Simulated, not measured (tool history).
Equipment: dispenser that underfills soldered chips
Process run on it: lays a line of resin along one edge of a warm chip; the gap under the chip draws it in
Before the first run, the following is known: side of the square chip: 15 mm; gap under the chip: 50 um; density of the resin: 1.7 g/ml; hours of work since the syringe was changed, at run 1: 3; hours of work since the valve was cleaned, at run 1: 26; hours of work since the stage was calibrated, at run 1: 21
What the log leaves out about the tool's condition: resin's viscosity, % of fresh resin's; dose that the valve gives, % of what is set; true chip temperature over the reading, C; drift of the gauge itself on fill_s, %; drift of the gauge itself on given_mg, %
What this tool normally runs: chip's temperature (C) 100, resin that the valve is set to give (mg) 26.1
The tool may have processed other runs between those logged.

run   hour  chip's temperature (C)  resin that the valve is set to give (mg)  hours of work since the syringe was changed  hours of work since the valve was cleaned  hours of work since the stage was calibrated  time until the resin shows at the far edge (s)  resin that the valve gave (mg)
  1      0                     100                                      26.1                                            3                                         26                                            21                                           106.1                           25.72
        13  -- new syringe of resin
  2   13.9                     100                                      26.1                                            1                                         35                                            30                                            95.4                           25.65
  3     27                     100                                      26.1                                            9                                         44                                            39                                           195.2                           25.46
      29.3  -- new syringe of resin
  4   35.9                     100                                      26.1                                            4                                         50                                            45                                           126.6                           25.61
  5   43.3                     100                                      26.1                                            9                                         55                                            50                                           190.8                           25.16
      46.4  -- new syringe of resin
  6   57.4                     100                                        33                                            7                                         64                                            59                                           158.9                           32.09
      63.1  -- new syringe of resin
  7     68                     100                                      26.1                                            3                                         71                                            66                                             120                           25.17
  8   76.3                     100                                      26.1                                            9                                         77                                            71                                           185.2                           25.11
        80  -- new syringe of resin
  9   91.3                     100                                      26.1                                            8                                         86                                            81                                           167.2                           24.83
      97.1  -- new syringe of resin
 10  101.7                     110                                      26.1                                            3                                         93                                            88                                              75                           25.02
 11  111.1                     110                                      26.1                                            9                                         99                                            94                                             127                           25.05
     113.6  -- new syringe of resin
 12  121.3                     110                                      26.1                                            5                                        106                                           101                                            88.5                           24.77
 13  128.9                     100                                      26.4                                           10                                        111                                           106                                           210.4                           25.15
     130.5  -- new syringe of resin
 14  136.2                     100                                      26.4                                            4                                        116                                           110                                           124.8                           24.87
     142.4  -- dispensing valve cleaned and set on the balance
 15  145.4                     100                                      26.1                                            9                                          2                                           116                                           192.5                           25.91
     148.5  -- new syringe of resin
 16    154                     111                                      26.1                                            4                                          8                                           121                                            75.5                           25.96
 17    163                     111                                      26.1                                           10                                         14                                           127                                           123.8                           25.96
     165.4  -- new syringe of resin
 18  175.8                      97                                        25                                            7                                         22                                           136                                           180.3                           24.81
     182.3  -- new syringe of resin
 19    183                      92                                        26                                            0                                         26                                           140                                           138.8                           25.44
 20  192.7                     104                                      24.7                                            7                                         33                                           147                                           136.8                           24.14
     199.2  -- new syringe of resin
 21  203.3                      96                                        28                                            3                                         40                                           154                                           134.1                           27.41
 22  210.8                      96                                        28                                            8                                         45                                           159                                           207.8                           27.26
     216.3  -- new syringe of resin
 23    220                      96                                        28                                            2                                         51                                           165                                             133                           27.12
 24  226.8                      92                                      31.3                                            7                                         55                                           169                                           228.3                           30.61
     232.9  -- new syringe of resin
 25  240.7                      92                                      31.3                                            5                                         64                                           178                                           206.7                           30.13
       250  -- new syringe of resin
 26  250.5                      92                                      31.3                                            0                                         71                                           185                                           131.5                           30.23
 27  262.7                      92                                      31.3                                            8                                         79                                           193                                           256.6                           30.25
     266.8  -- new syringe of resin
 28  276.4                     111                                      25.9                                            6                                         88                                           202                                            95.6                           24.95
 29  282.3                      93                                      24.5                                           10                                         92                                           206                                           307.9                           23.45
     283.8  -- new syringe of resin
 30  296.9                     101                                      31.2                                            9                                        101                                           215                                           178.8                           29.78
       301  -- new syringe of resin
 31  306.3                     109                                        26                                            4                                        107                                           221                                            85.8                           24.72
     317.3  -- new syringe of resin
 32  318.3                     109                                        26                                            1                                        115                                           229                                            68.5                           24.51
     324.7  -- dispensing valve cleaned and set on the balance
 33    330                      95                                      24.2                                            8                                          4                                           236                                           232.4                           24.09
     335.5  -- new syringe of resin
 34  340.9                      95                                      24.2                                            4                                         11                                           243                                           164.7                            24.1

How the hidden state differs across the entries between the runs, from the last listed run before each to the first after it:
From run 1 to run 2: new syringe of resin (hour 13)
  resin's viscosity, % of fresh resin's: 120.9 -> 107.6; dose that the valve gives, % of what is set: 98.67 -> 98.25; true chip temperature over the reading, C: -0.23 -> -0.28
  measured result minus the result with no hidden state, time until the resin shows at the far edge (s): +19.6 -> +8.3; resin that the valve gave (mg): -0.35 -> -0.46
From run 3 to run 4: new syringe of resin (hour 29.3)
  resin's viscosity, % of fresh resin's: 219.5 -> 143.7; dose that the valve gives, % of what is set: 97.79 -> 97.55; true chip temperature over the reading, C: -0.34 -> -0.38
  measured result minus the result with no hidden state, time until the resin shows at the far edge (s): +108.2 -> +40.6; resin that the valve gave (mg): -0.58 -> -0.64
From run 5 to run 6: new syringe of resin (hour 46.4)
  resin's viscosity, % of fresh resin's: 215.2 -> 184.7; dose that the valve gives, % of what is set: 97.3 -> 96.84; true chip temperature over the reading, C: -0.41 -> -0.46
  measured result minus the result with no hidden state, time until the resin shows at the far edge (s): +104.3 -> +74.8; resin that the valve gave (mg): -0.7 -> -1.05
From run 6 to run 7: new syringe of resin (hour 63.1)
  resin's viscosity, % of fresh resin's: 184.7 -> 132.1; dose that the valve gives, % of what is set: 96.84 -> 96.52; true chip temperature over the reading, C: -0.46 -> -0.51
  measured result minus the result with no hidden state, time until the resin shows at the far edge (s): +74.8 -> +32; resin that the valve gave (mg): -1.05 -> -0.91
From run 8 to run 9: new syringe of resin (hour 80)
  resin's viscosity, % of fresh resin's: 207.7 -> 184.3; dose that the valve gives, % of what is set: 96.25 -> 95.77; true chip temperature over the reading, C: -0.54 -> -0.6
  measured result minus the result with no hidden state, time until the resin shows at the far edge (s): +99.1 -> +79.9; resin that the valve gave (mg): -0.98 -> -1.1
From run 9 to run 10: new syringe of resin (hour 97.1)
  resin's viscosity, % of fresh resin's: 184.3 -> 130.4; dose that the valve gives, % of what is set: 95.77 -> 95.47; true chip temperature over the reading, C: -0.6 -> -0.64
  measured result minus the result with no hidden state, time until the resin shows at the far edge (s): +79.9 -> +19.8; resin that the valve gave (mg): -1.1 -> -1.18
From run 11 to run 12: new syringe of resin (hour 113.6)
  resin's viscosity, % of fresh resin's: 217.7 -> 150.4; dose that the valve gives, % of what is set: 95.21 -> 94.92; true chip temperature over the reading, C: -0.68 -> -0.73
  measured result minus the result with no hidden state, time until the resin shows at the far edge (s): +71.1 -> +32.4; resin that the valve gave (mg): -1.25 -> -1.32
From run 13 to run 14: new syringe of resin (hour 130.5)
  resin's viscosity, % of fresh resin's: 227.9 -> 135.6; dose that the valve gives, % of what is set: 94.69 -> 94.48; true chip temperature over the reading, C: -0.76 -> -0.79
  measured result minus the result with no hidden state, time until the resin shows at the far edge (s): +122.3 -> +37.2; resin that the valve gave (mg): -1.41 -> -1.46
From run 14 to run 15: dispensing valve cleaned and set on the balance (hour 142.4)
  resin's viscosity, % of fresh resin's: 135.6 -> 212.4; dose that the valve gives, % of what is set: 94.48 -> 99.84; true chip temperature over the reading, C: -0.79 -> -0.82
  measured result minus the result with no hidden state, time until the resin shows at the far edge (s): +37.2 -> +105.2; resin that the valve gave (mg): -1.46 -> -0.04
From run 15 to run 16: new syringe of resin (hour 148.5)
  resin's viscosity, % of fresh resin's: 212.4 -> 134.9; dose that the valve gives, % of what is set: 99.84 -> 99.55; true chip temperature over the reading, C: -0.82 -> -0.86
  measured result minus the result with no hidden state, time until the resin shows at the far edge (s): +105.2 -> +21.6; resin that the valve gave (mg): -0.04 -> -0.11
From run 17 to run 18: new syringe of resin (hour 165.4)
  resin's viscosity, % of fresh resin's: 221.1 -> 173.2; dose that the valve gives, % of what is set: 99.32 -> 98.92; true chip temperature over the reading, C: -0.9 -> -0.94
  measured result minus the result with no hidden state, time until the resin shows at the far edge (s): +70 -> +81; resin that the valve gave (mg): -0.18 -> -0.27
From run 18 to run 19: new syringe of resin (hour 182.3)
  resin's viscosity, % of fresh resin's: 173.2 -> 103.9; dose that the valve gives, % of what is set: 98.92 -> 98.7; true chip temperature over the reading, C: -0.94 -> -0.97
  measured result minus the result with no hidden state, time until the resin shows at the far edge (s): +81 -> +11.7; resin that the valve gave (mg): -0.27 -> -0.33
From run 20 to run 21: new syringe of resin (hour 199.2)
  resin's viscosity, % of fresh resin's: 176.6 -> 124.2; dose that the valve gives, % of what is set: 98.4 -> 98.07; true chip temperature over the reading, C: -1.01 -> -1.05
  measured result minus the result with no hidden state, time until the resin shows at the far edge (s): +63.3 -> +31.6; resin that the valve gave (mg): -0.39 -> -0.54
From run 22 to run 23: new syringe of resin (hour 216.3)
  resin's viscosity, % of fresh resin's: 187 -> 121.8; dose that the valve gives, % of what is set: 97.85 -> 97.57; true chip temperature over the reading, C: -1.08 -> -1.12
  measured result minus the result with no hidden state, time until the resin shows at the far edge (s): +102.5 -> +29.9; resin that the valve gave (mg): -0.6 -> -0.68
From run 24 to run 25: new syringe of resin (hour 232.9)
  resin's viscosity, % of fresh resin's: 176.8 -> 154.9; dose that the valve gives, % of what is set: 97.35 -> 96.92; true chip temperature over the reading, C: -1.14 -> -1.2
  measured result minus the result with no hidden state, time until the resin shows at the far edge (s): +106 -> +81.1; resin that the valve gave (mg): -0.83 -> -0.96
From run 25 to run 26: new syringe of resin (hour 250)
  resin's viscosity, % of fresh resin's: 154.9 -> 101.4; dose that the valve gives, % of what is set: 96.92 -> 96.63; true chip temperature over the reading, C: -1.2 -> -1.24
  measured result minus the result with no hidden state, time until the resin shows at the far edge (s): +81.1 -> +9.7; resin that the valve gave (mg): -0.96 -> -1.05
From run 27 to run 28: new syringe of resin (hour 266.8)
  resin's viscosity, % of fresh resin's: 197.8 -> 169.7; dose that the valve gives, % of what is set: 96.25 -> 95.83; true chip temperature over the reading, C: -1.28 -> -1.33
  measured result minus the result with no hidden state, time until the resin shows at the far edge (s): +135 -> +43.2; resin that the valve gave (mg): -1.17 -> -1.09
From run 29 to run 30: new syringe of resin (hour 283.8)
  resin's viscosity, % of fresh resin's: 234.8 -> 204.3; dose that the valve gives, % of what is set: 95.65 -> 95.21; true chip temperature over the reading, C: -1.36 -> -1.42
  measured result minus the result with no hidden state, time until the resin shows at the far edge (s): +186.7 -> +97.2; resin that the valve gave (mg): -1.06 -> -1.5
From run 30 to run 31: new syringe of resin (hour 301)
  resin's viscosity, % of fresh resin's: 204.3 -> 134; dose that the valve gives, % of what is set: 95.21 -> 94.91; true chip temperature over the reading, C: -1.42 -> -1.46
  measured result minus the result with no hidden state, time until the resin shows at the far edge (s): +97.2 -> +26.6; resin that the valve gave (mg): -1.5 -> -1.32
From run 31 to run 32: new syringe of resin (hour 317.3)
  resin's viscosity, % of fresh resin's: 134 -> 107.3; dose that the valve gives, % of what is set: 94.91 -> 94.51; true chip temperature over the reading, C: -1.46 -> -1.5
  measured result minus the result with no hidden state, time until the resin shows at the far edge (s): +26.6 -> +9.7; resin that the valve gave (mg): -1.32 -> -1.42
From run 32 to run 33: dispensing valve cleaned and set on the balance (hour 324.7)
  resin's viscosity, % of fresh resin's: 107.3 -> 192.9; dose that the valve gives, % of what is set: 94.51 -> 99.86; true chip temperature over the reading, C: -1.5 -> -1.55
  measured result minus the result with no hidden state, time until the resin shows at the far edge (s): +9.7 -> +120.5; resin that the valve gave (mg): -1.42 -> -0.03
From run 33 to run 34: new syringe of resin (hour 335.5)
  resin's viscosity, % of fresh resin's: 192.9 -> 135.8; dose that the valve gives, % of what is set: 99.86 -> 99.52; true chip temperature over the reading, C: -1.55 -> -1.59
  measured result minus the result with no hidden state, time until the resin shows at the far edge (s): +120.5 -> +52.4; resin that the valve gave (mg): -0.03 -> -0.11
